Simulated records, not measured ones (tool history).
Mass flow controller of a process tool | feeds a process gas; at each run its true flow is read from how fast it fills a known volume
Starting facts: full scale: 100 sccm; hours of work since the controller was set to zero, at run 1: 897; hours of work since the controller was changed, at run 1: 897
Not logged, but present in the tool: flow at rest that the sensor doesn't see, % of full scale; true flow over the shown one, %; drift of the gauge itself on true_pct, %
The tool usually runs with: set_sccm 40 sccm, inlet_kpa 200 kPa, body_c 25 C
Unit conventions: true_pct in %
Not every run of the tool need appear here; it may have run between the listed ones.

run,hour,set_sccm,inlet_kpa,body_c,hours of work since the controller was set to zero,hours of work since the controller was changed,true_pct
1,0,40,200,25,897,897,97.8
2,97,40,200,25,934,934,97.7
3,161.7,40,200,25,958,958,97.9
4,281.9,40,200,25,1004,1004,97.73
5,339,10,200,25,1026,1026,95.68
6,443.6,10,200,25,1066,1066,95.47
7,523.5,10,200,25,1097,1097,95.5
8,660.2,10,200,25,1149,1149,95.31
9,718,10,200,25,1171,1171,95.49
10,847.8,10,200,25,1221,1221,95.3
11,938.2,40,200,25,1255,1255,97.85
12,1066.8,40,200,25,1304,1304,97.64
13,1179.2,40,200,25,1347,1347,97.78
14,1317.6,40,200,25,1400,1400,97.81
15,1450.1,40,200,25,1451,1451,97.6
16,1585.6,40,200,25,1503,1503,97.8
17,1704,40,200,25,1548,1548,97.64
18,1829.1,40,200,25,1596,1596,97.59
# hour 1842.3: controller's zero set anew
19,1939.4,40,200,25,37,1638,97.7
20,1998.4,40,200,25,60,1660,97.61
21,2109.2,12,213,26,102,1703,94.68
22,2236.4,11,212,34,151,1751,93.77
23,2369.2,24,162,29,201,1802,96.56
24,2459.4,40,200,38,236,1837,96.56
# hour 2489.5: controller's zero set anew, once more
25,2529.1,40,200,38,15,1863,97.36
26,2633.1,31,223,21,55,1903,98.06
27,2701,31,223,21,81,1929,97.97
28,2838.8,71,225,21,134,1981,99.56
29,2953.3,37,215,26,177,2025,98.03
30,3043.1,60,149,26,212,2059,99.31
31,3165.8,40,200,31,259,2106,97.91
32,3305.7,13,259,33,312,2160,95.94
33,3384.1,17,168,25,342,2190,97.5
34,3515.3,17,278,32,392,2240,96.24
35,3578.3,26,200,25,416,2264,97.73
36,3715.2,26,200,24,469,2316,97.88
37,3785.4,29,246,24,495,2343,97.62
38,3859,17,246,21,524,2371,97.06
39,3923.9,40,200,32,548,2396,97.69
40,4056.6,40,200,32,599,2447,97.92

Measured less the same run without the tool's hidden state. The same run-to-run variation is in both; the gauge's scatter may not be:
run,true_pct
1,-0.16
2,-0.16
3,-0.17
4,-0.17
5,-1.37
6,-1.42
7,-1.46
8,-1.53
9,-1.56
10,-1.61
11,-0.2
12,-0.21
13,-0.22
14,-0.23
15,-0.23
16,-0.24
17,-0.24
18,-0.24
19,-0.38
20,-0.39
21,-2.21
22,-2.5
23,-0.95
24,-0.4
25,+0.36
26,+0.33
27,+0.32
28,+0.4
29,+0.32
30,+0.37
31,+0.33
32,-0.07
33,+0.05
34,+0.02
35,+0.19
36,+0.17
37,+0.2
38,-0.06
39,+0.29
40,+0.29
